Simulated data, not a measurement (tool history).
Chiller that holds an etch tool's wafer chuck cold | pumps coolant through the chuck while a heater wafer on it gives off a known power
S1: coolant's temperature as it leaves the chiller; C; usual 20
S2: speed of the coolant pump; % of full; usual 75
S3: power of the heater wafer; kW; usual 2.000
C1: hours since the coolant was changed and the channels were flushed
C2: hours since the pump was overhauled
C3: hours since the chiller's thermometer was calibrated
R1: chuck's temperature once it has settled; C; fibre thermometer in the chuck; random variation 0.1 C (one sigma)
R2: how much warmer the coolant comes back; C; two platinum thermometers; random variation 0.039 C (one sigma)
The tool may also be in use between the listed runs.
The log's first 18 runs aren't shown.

run	hour	S1	S2	S3	C1	C2	C3	R1	R2
19	2144.5	15	62	2.000	5049	6829	1717	37.1	10.44
20	2257.0	15	76	1.819	5162	6941	1829	32.5	7.66
21	2393.6	10	87	1.552	5298	7078	1966	23.6	5.72
22	2539.1	10	87	1.552	5444	7223	2111	23.8	5.64
# hour 2576.9: coolant changed, channels flushed
23	2660.5	10	87	1.552	84	7339	2227	23.6	5.61
24	2778.1	10	87	2.848	201	7456	2344	35.4	10.32
25	2912.7	11	60	1.316	336	7591	2479	25.9	7.12
26	3011.4	20	84	2.000	434	7690	2578	38.1	7.60

Run 27 comes next. What will it give?
27	3118.4	21	84	2.000	542	7797	2685	?	?

{"run 27": {"R1": 39.2, "R2": 7.58}}
Without the tool's hidden state the same run would have given R1 39.2 C, R2 7.57 C.
